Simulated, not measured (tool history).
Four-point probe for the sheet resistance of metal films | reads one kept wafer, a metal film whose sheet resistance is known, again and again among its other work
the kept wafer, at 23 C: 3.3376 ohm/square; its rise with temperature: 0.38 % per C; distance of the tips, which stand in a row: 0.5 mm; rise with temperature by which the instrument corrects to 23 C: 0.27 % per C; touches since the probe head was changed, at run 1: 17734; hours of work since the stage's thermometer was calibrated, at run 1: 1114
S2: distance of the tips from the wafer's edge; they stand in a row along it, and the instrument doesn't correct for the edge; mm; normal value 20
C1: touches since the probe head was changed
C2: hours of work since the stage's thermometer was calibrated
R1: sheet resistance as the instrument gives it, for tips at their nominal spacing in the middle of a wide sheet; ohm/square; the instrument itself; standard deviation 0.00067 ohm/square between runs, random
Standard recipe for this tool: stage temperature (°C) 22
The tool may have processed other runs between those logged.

Run 1, hour 0: usual settings; C1 17734; C2 1114. Result: R1 3.339732 ohm/square.
Run 2, hour 16.3: usual settings; C1 18171; C2 1126. Result: R1 3.340694 ohm/square.
Run 3, hour 28.3: usual settings but stage temperature (°C) 24; C1 18495; C2 1136. Result: R1 3.348414 ohm/square.
Run 4, hour 37: usual settings but stage temperature (°C) 24; C1 18728; C2 1142. Result: R1 3.347549 ohm/square.
Run 5, hour 46.2: usual settings; C1 18975; C2 1149. Result: R1 3.339439 ohm/square.
Run 6, hour 63.1: usual settings; C1 19429; C2 1162. Result: R1 3.340575 ohm/square.
Run 7, hour 78.4: usual settings; C1 19839; C2 1174. Result: R1 3.340782 ohm/square.
Run 8, hour 86.2: usual settings but stage temperature (°C) 24; C1 20050; C2 1180. Result: R1 3.348038 ohm/square.
Run 9, hour 103.5: usual settings; C1 20515; C2 1193. Result: R1 3.340239 ohm/square.
Run 10, hour 111.1: usual settings but S2 6 mm; C1 20719; C2 1199. Result: R1 3.351675 ohm/square.
Run 11, hour 128.9: usual settings; C1 21196; C2 1212. Result: R1 3.340727 ohm/square.
Run 12, hour 144.1: usual settings; C1 21603; C2 1224. Result: R1 3.341068 ohm/square.
Run 13, hour 160.9: usual settings; C1 22055; C2 1237. Result: R1 3.340795 ohm/square.
Run 14, hour 168.7: usual settings; C1 22264; C2 1243. Result: R1 3.341257 ohm/square.
Run 15, hour 183.7: usual settings; C1 22667; C2 1254. Result: R1 3.341134 ohm/square.
Run 16, hour 193.9: usual settings but S2 3 mm; C1 22942; C2 1262. Result: R1 3.389057 ohm/square.
Run 17, hour 206.5: usual settings but S2 3 mm; C1 23280; C2 1272. Result: R1 3.386899 ohm/square.
Run 18, hour 218.3: usual settings; C1 23595; C2 1280. Result: R1 3.341448 ohm/square.
Run 19, hour 229.6: usual settings but stage temperature (°C) 26; C1 23900; C2 1289. Result: R1 3.354238 ohm/square.
Run 20, hour 244.7: usual settings but stage temperature (°C) 26; C1 24305; C2 1301. Result: R1 3.355124 ohm/square.
Run 21, hour 259.3: usual settings but stage temperature (°C) 26; C1 24698; C2 1312. Result: R1 3.357295 ohm/square.
Run 22, hour 277.5: usual settings but stage temperature (°C) 26; C1 25185; C2 1326. Result: R1 3.356134 ohm/square.
Run 23, hour 286.7: usual settings but stage temperature (°C) 26; C1 25434; C2 1333. Result: R1 3.355608 ohm/square.
Run 24, hour 304.3: usual settings but stage temperature (°C) 34, S2 17 mm; C1 25905; C2 1346. Result: R1 3.38365 ohm/square.
Run 25, hour 318.4: usual settings but stage temperature (°C) 34, S2 17 mm; C1 26284; C2 1357. Result: R1 3.381854 ohm/square.
Run 26, hour 328: usual settings but stage temperature (°C) 19, S2 3 mm; C1 26543; C2 1364. Result: R1 3.379632 ohm/square.
Run 27, hour 344.4: usual settings but stage temperature (°C) 19, S2 3 mm; C1 26984; C2 1377. Result: R1 3.377602 ohm/square.
Run 28, hour 359.8: usual settings but stage temperature (°C) 33; C1 27397; C2 1388. Result: R1 3.379753 ohm/square.
Run 29, hour 377.6: usual settings but stage temperature (°C) 20, S2 64 mm; C1 27876; C2 1402. Result: R1 3.333425 ohm/square.
Run 30, hour 387.5: usual settings but stage temperature (°C) 20, S2 6 mm; C1 28139; C2 1410. Result: R1 3.347515 ohm/square.
Run 31, hour 400.4: usual settings but stage temperature (°C) 32, S2 14 mm; C1 28486; C2 1419. Result: R1 3.378246 ohm/square.
Run 32, hour 417.6: usual settings but S2 14 mm; C1 28948; C2 1433. Result: R1 3.344019 ohm/square.
Run 33, hour 426.1: usual settings but stage temperature (°C) 31, S2 5 mm; C1 29177; C2 1439. Result: R1 3.390304 ohm/square.
Run 34, hour 435.8: usual settings but stage temperature (°C) 21, S2 8 mm; C1 29438; C2 1446. Result: R1 3.343484 ohm/square.
Run 35, hour 453.9: usual settings but stage temperature (°C) 30, S2 45 mm; C1 29923; C2 1460. Result: R1 3.370676 ohm/square.
Run 36, hour 461.3: usual settings but stage temperature (°C) 30, S2 45 mm; C1 30122; C2 1466. Result: R1 3.36971 ohm/square.
Run 37, hour 474: usual settings but stage temperature (°C) 30, S2 45 mm; C1 30463; C2 1476. Result: R1 3.368034 ohm/square.
Run 38, hour 486.4: usual settings but stage temperature (°C) 30, S2 45 mm; C1 30795; C2 1485. Result: R1 3.36838 ohm/square.
Run 39, hour 504.1: usual settings but stage temperature (°C) 20, S2 10 mm; C1 31272; C2 1498. Result: R1 3.338609 ohm/square.
Run 40, hour 518.8: usual settings but stage temperature (°C) 20, S2 10 mm; C1 31665; C2 1510. Result: R1 3.338241 ohm/square.
Run 41, hour 531.5: usual settings but stage temperature (°C) 24, S2 70 mm; C1 32006; C2 1519. Result: R1 3.347213 ohm/square.
Run 42, hour 543.6: usual settings but stage temperature (°C) 18, S2 17 mm; C1 32332; C2 1529. Result: R1 3.328759 ohm/square.
Run 43, hour 559.8: usual settings but stage temperature (°C) 18, S2 17 mm; C1 32766; C2 1541. Result: R1 3.32879 ohm/square.
Run 44, hour 577.3: usual settings but stage temperature (°C) 35, S2 31 mm; C1 33237; C2 1554. Result: R1 3.386676 ohm/square.

Alternative continuations, all from the tool just after run 44; predict every row:
Run A, hour 594.1: usual settings but stage temperature (°C) 29, S2 6 mm; C1 33687; C2 1567. Result: R1 ?.
Run B, hour 594.1: usual settings but stage temperature (°C) 35, S2 7 mm; C1 33687; C2 1567. Result: R1 ?.
Run C, hour 594.1: usual settings but stage temperature (°C) 31, S2 5 mm; C1 33687; C2 1567. Result: R1 ?.
Run D, hour 594.1: usual settings but stage temperature (°C) 30, S2 41 mm; C1 33687; C2 1567. Result: R1 ?.
Run E, hour 594.1: usual settings but stage temperature (°C) 33; C1 33687; C2 1567. Result: R1 ?.

run        R1
  A  3.377669
  B  3.396858
  C  3.390117
  D  3.368025
  E  3.380784
Had the tool no hidden state, the same runs would have come out as:
run        R1
  A  3.370457
  B   3.38969
  C  3.382908
  D  3.360847
  E  3.373621
